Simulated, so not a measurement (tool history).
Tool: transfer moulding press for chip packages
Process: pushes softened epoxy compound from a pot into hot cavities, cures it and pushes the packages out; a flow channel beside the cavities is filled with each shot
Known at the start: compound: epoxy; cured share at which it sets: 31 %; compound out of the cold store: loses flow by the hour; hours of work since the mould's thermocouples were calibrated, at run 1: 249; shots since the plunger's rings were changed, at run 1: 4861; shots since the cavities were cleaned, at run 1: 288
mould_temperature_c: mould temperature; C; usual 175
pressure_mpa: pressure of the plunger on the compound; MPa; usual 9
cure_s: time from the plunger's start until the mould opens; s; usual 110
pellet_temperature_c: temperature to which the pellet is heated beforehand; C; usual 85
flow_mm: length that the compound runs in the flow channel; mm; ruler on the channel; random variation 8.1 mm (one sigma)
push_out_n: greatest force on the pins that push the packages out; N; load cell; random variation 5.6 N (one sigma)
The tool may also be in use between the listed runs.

run	hour	mould_temperature_c	pressure_mpa	cure_s	pellet_temperature_c	hours of work since the mould's thermocouples were calibrated	shots since the plunger's rings were changed	shots since the cavities were cleaned	incoming compound's hours out of the cold store	flow_mm	push_out_n
1	0	175	9	110	85	249	4861	288	40.3	831	256
2	21.5	175	9	110	85	261	5057	484	40.2	850	284
3	54	175	9	110	85	279	5353	780	26.1	866	323
# hour 65.9: cavities cleaned with cleaning compound and waxed
4	100.8	175	9	110	85	304	5767	318	14.1	884	264
5	146.7	175	9	110	85	330	6186	737	22.2	849	315
# hour 163.7: cavities cleaned with cleaning compound and waxed
6	185.6	175	9	110	85	351	6527	200	33.1	827	242
# hour 205: plunger's sealing rings changed
7	230.1	175	9	110	85	374	230	584	29.1	956	303
# hour 263.6: cavities cleaned with cleaning compound and waxed
8	274.8	175	9	110	85	398	623	102	47	892	242
9	304.5	175	9	110	85	414	894	373	10.5	1005	283
10	326	175	9	110	85	426	1090	569	25.1	960	301
# hour 360.9: cavities cleaned with cleaning compound and waxed
11	363.7	175	9	110	85	447	1421	26	42.4	906	206
# hour 383: mould's thermocouples calibrated
12	402.1	175	9	110	85	11	1753	358	19.9	956	282
13	443.4	175	9	110	85	34	2129	734	39	907	308
# hour 460.6: cavities cleaned with cleaning compound and waxed
14	465.8	175	7.21	110	85	45	2320	48	38.6	816	221
15	486.1	175	7.21	147	85	57	2505	233	24.6	826	198
16	523.3	171	9	102	85	77	2844	572	42.7	903	449
17	554.8	171	9	102	85	95	3132	860	39.7	894	480
# hour 560: cavities cleaned with cleaning compound and waxed
18	599	169	8.01	110	78	118	3521	355	31.3	871	431
19	620.7	175	6.81	117	91	131	3719	553	17.7	804	277
# hour 636.7: mould's thermocouples calibrated, once more
20	649.7	178	6.81	119	91	7	3965	799	20	794	267
# hour 658.1: cavities cleaned with cleaning compound and waxed
21	671.4	172	10.99	96	88	18	4150	121	11.9	1043	371
22	703.8	172	10.99	96	88	36	4445	416	32.3	970	437
23	742.4	172	7.69	135	89	58	4798	769	30.1	817	284
# hour 757: cavities cleaned with cleaning compound and waxed
24	771.3	175	9	110	79	73	5048	131	42.2	822	223
25	817.6	173	9	150	85	99	5470	553	26.1	873	234
# hour 855.7: cavities cleaned with cleaning compound and waxed
26	863.4	176	7.93	101	91	124	5874	70	14.6	833	238
27	906.6	173	10.2	144	87	148	6268	464	39.9	879	221

Forecast each of these 4 alternatives for the next run:
A	943.6	173	10.2	141	87	168	6606	802	24.1	?	?
B	943.6	168	10.2	144	91	168	6606	802	31.2	?	?
C	943.6	173	8.89	144	87	168	6606	802	22.1	?	?
D	943.6	173	10.2	144	79	168	6606	802	18.9	?	?

run	flow_mm	push_out_n
A	900	266
B	903	305
C	843	245
D	910	254
Without the tool's hidden state the same runs would have given:
run	flow_mm	push_out_n
A	1045	170
B	1048	196
C	978	155
D	1055	162

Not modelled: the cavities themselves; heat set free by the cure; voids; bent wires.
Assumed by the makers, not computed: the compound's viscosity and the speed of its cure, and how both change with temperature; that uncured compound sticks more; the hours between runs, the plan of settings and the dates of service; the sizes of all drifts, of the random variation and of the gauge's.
